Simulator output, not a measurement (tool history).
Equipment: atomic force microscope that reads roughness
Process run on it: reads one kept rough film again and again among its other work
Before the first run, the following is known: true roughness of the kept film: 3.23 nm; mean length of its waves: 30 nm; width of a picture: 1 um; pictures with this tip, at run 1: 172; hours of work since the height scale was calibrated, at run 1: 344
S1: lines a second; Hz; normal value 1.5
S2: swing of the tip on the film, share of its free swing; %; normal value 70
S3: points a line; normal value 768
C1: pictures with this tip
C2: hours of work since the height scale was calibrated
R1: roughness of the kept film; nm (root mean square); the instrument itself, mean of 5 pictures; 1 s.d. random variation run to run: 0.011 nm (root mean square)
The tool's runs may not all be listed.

run   hour    S1  S2   S3   C1   C2     R1
  1      0   1.5  70  768  172  344  2.198
        45  -- new tip fitted
  2   45.3   1.5  70  768    1  367  2.599
  3  113.9   1.5  70  768  119  402  2.346
  4  161.8   1.5  70  768  201  426  2.177
     192.2  -- new tip fitted
  5  225.4  3.56  70  768   57  458  2.226
  6  294.1  3.64  70  768  175  493  1.983
       339  -- new tip fitted
  7  357.8  1.58  70  842   32  525  2.499
  8    389   1.5  59  538   86  541  2.466
     393.7  -- height scale calibrated on a step standard
  9  435.7  1.65  79  400  164   21  2.047
 10  475.5  1.65  79  400  233   42  1.948
     484.9  -- new tip fitted
 11  526.8  1.65  79  347   72   67  2.236
     578.1  -- height scale calibrated on a step standard, once more
 12  593.9  1.65  79  347  185    8  2.063

4 options for the next run, each taken on its own from the tool as it stands now. Forecast them:
  A  628.1  0.83  87  978  244  25   ?
  B  628.1  1.07  79  347  244  25   ?
  C  628.1  0.83  65  934  244  25   ?
  D  628.1  1.65  64  347  244  25   ?

run     R1
  A  2.063
  B  2.065
  C  2.184
  D  2.112
The same runs, with their run-to-run variation unchanged, on a tool lacking any hidden condition would have given:
run     R1
  A  2.559
  B  2.564
  C   2.71
  D  2.622
